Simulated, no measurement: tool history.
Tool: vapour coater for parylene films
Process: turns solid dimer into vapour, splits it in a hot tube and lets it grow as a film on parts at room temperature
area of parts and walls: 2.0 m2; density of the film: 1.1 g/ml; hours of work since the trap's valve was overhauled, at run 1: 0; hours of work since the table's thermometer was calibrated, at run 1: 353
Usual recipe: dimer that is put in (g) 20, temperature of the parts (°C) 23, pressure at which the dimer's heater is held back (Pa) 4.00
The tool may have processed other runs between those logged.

run,hour,dimer that is put in (g),temperature of the parts (°C),pressure at which the dimer's heater is held back (Pa),hours of work since the trap's valve was overhauled,hours of work since the table's thermometer was calibrated,thickness of the film (um)
1,0.0,20,23,4.00,0,353,4.76
2,50.8,20,23,4.00,27,380,4.63
3,96.8,20,23,4.00,52,405,4.64
4,130.2,20,23,4.00,69,422,4.62
5,175.9,34,23,4.00,94,447,7.74
6,231.6,9,23,4.00,124,477,2.03
7,258.3,20,23,4.00,138,491,4.55
8,317.2,20,23,5.42,169,522,4.28
9,362.4,20,23,5.42,193,546,4.24
10,408.2,20,23,5.42,218,571,4.22
11,469.5,20,23,4.00,251,604,4.37
12,532.0,20,23,4.00,284,637,4.35
13,588.4,20,23,4.00,314,667,4.25
14,620.6,20,23,4.00,331,684,4.27
# hour 627.7: trap's valve overhauled
15,682.0,20,23,4.00,29,715,4.00
16,735.1,20,23,4.00,57,743,3.94
17,793.4,20,23,4.00,88,774,3.91
18,818.9,20,23,4.00,102,788,3.91
# hour 843.5: trap's valve overhauled, once more
19,858.1,20,23,4.46,8,807,4.59
20,887.8,20,16,6.99,24,823,5.32
21,925.6,20,15,7.86,44,843,5.51
22,973.2,20,23,4.00,69,868,4.58
23,1007.4,20,23,4.72,88,887,4.40
24,1051.4,19,23,4.72,111,910,4.12
25,1082.7,25,31,3.91,128,927,4.36
26,1110.1,15,32,10.63,142,941,2.15

What will run 27 give?
27,1158.1,20,18,4.00,168,967,?

{"run 27": {"thickness of the film (um)": 5.11}}
The same run, on a tool lacking any hidden state, would have yielded thickness of the film (um) 5.56.
